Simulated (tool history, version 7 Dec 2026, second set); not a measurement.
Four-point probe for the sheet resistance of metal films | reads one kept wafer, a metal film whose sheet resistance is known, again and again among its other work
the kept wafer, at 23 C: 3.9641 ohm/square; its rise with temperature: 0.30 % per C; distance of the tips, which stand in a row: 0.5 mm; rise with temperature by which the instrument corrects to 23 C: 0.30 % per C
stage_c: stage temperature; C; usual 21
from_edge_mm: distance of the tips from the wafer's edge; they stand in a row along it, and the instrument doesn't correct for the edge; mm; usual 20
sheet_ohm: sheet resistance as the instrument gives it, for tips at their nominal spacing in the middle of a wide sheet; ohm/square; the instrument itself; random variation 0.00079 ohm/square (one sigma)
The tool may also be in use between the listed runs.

run 1 hour=0.0 | stage_c=21 from_edge_mm=20 | sheet_ohm=3.959330
run 2 hour=36.7 | stage_c=21 from_edge_mm=20 | sheet_ohm=3.958774
run 3 hour=82.5 | stage_c=21 from_edge_mm=8 | sheet_ohm=3.966301
run 4 hour=114.4 | stage_c=21 from_edge_mm=8 | sheet_ohm=3.965361
run 5 hour=166.3 | stage_c=21 from_edge_mm=8 | sheet_ohm=3.966882
run 6 hour=204.2 | stage_c=21 from_edge_mm=3 | sheet_ohm=4.016456
run 7 hour=245.2 | stage_c=21 from_edge_mm=45 | sheet_ohm=3.957413
run 8 hour=294.1 | stage_c=21 from_edge_mm=45 | sheet_ohm=3.959808
run 9 hour=357.3 | stage_c=21 from_edge_mm=45 | sheet_ohm=3.959684
run 10 hour=427.7 | stage_c=21 from_edge_mm=28 | sheet_ohm=3.960130
run 11 hour=475.9 | stage_c=21 from_edge_mm=7 | sheet_ohm=3.970453
run 12 hour=511.5 | stage_c=21 from_edge_mm=7 | sheet_ohm=3.971934
run 13 hour=583.1 | stage_c=27 from_edge_mm=20 | sheet_ohm=3.963444
run 14 hour=617.3 | stage_c=27 from_edge_mm=20 | sheet_ohm=3.963577
run 15 hour=674.7 | stage_c=21 from_edge_mm=20 | sheet_ohm=3.962871
run 16 hour=727.6 | stage_c=21 from_edge_mm=20 | sheet_ohm=3.962161
run 17 hour=773.2 | stage_c=21 from_edge_mm=20 | sheet_ohm=3.963997
run 18 hour=817.3 | stage_c=28 from_edge_mm=20 | sheet_ohm=3.964750
run 19 hour=870.0 | stage_c=28 from_edge_mm=20 | sheet_ohm=3.965400
run 20 hour=903.3 | stage_c=28 from_edge_mm=20 | sheet_ohm=3.966230
run 21 hour=965.2 | stage_c=22 from_edge_mm=40 | sheet_ohm=3.964101
run 22 hour=1027.5 | stage_c=21 from_edge_mm=8 | sheet_ohm=3.971315
run 23 hour=1079.1 | stage_c=21 from_edge_mm=8 | sheet_ohm=3.972042
run 24 hour=1147.4 | stage_c=27 from_edge_mm=7 | sheet_ohm=3.976747
run 25 hour=1213.1 | stage_c=18 from_edge_mm=47 | sheet_ohm=3.963021
run 26 hour=1249.7 | stage_c=19 from_edge_mm=5 | sheet_ohm=3.984644
run 27 hour=1296.0 | stage_c=23 from_edge_mm=7 | sheet_ohm=3.976802
run 28 hour=1346.2 | stage_c=33 from_edge_mm=11 | sheet_ohm=3.973365
run 29 hour=1389.9 | stage_c=28 from_edge_mm=37 | sheet_ohm=3.967114
run 30 hour=1446.7 | stage_c=31 from_edge_mm=3 | sheet_ohm=4.027846
run 31 hour=1513.8 | stage_c=29 from_edge_mm=4 | sheet_ohm=4.001491
run 32 hour=1558.5 | stage_c=21 from_edge_mm=59 | sheet_ohm=3.966648
run 33 hour=1610.1 | stage_c=21 from_edge_mm=59 | sheet_ohm=3.966792
run 34 hour=1661.6 | stage_c=28 from_edge_mm=5 | sheet_ohm=3.990145
run 35 hour=1702.3 | stage_c=28 from_edge_mm=5 | sheet_ohm=3.992064
-- hour=1732.3 stage's thermometer calibrated
run 36 hour=1772.8 | stage_c=21 from_edge_mm=38 | sheet_ohm=3.965689
run 37 hour=1843.5 | stage_c=21 from_edge_mm=38 | sheet_ohm=3.967448
run 38 hour=1906.1 | stage_c=21 from_edge_mm=38 | sheet_ohm=3.966659
run 39 hour=1967.8 | stage_c=28 from_edge_mm=22 | sheet_ohm=3.968869
run 40 hour=2014.8 | stage_c=29 from_edge_mm=17 | sheet_ohm=3.971618

4 ways to go on from here, each from the tool as it stands after run 40. What would each give?
run A hour=2047.8 | stage_c=29 from_edge_mm=18 | sheet_ohm=?
run B hour=2047.8 | stage_c=20 from_edge_mm=29 | sheet_ohm=?
run C hour=2047.8 | stage_c=24 from_edge_mm=17 | sheet_ohm=?
run D hour=2047.8 | stage_c=18 from_edge_mm=12 | sheet_ohm=?

run=A sheet_ohm=3.973128
run=B sheet_ohm=3.968026
run=C sheet_ohm=3.971284
run=D sheet_ohm=3.968537
Without the tool's hidden state the same runs would have given:
run=A sheet_ohm=3.969272
run=B sheet_ohm=3.964174
run=C sheet_ohm=3.967429
run=D sheet_ohm=3.964684
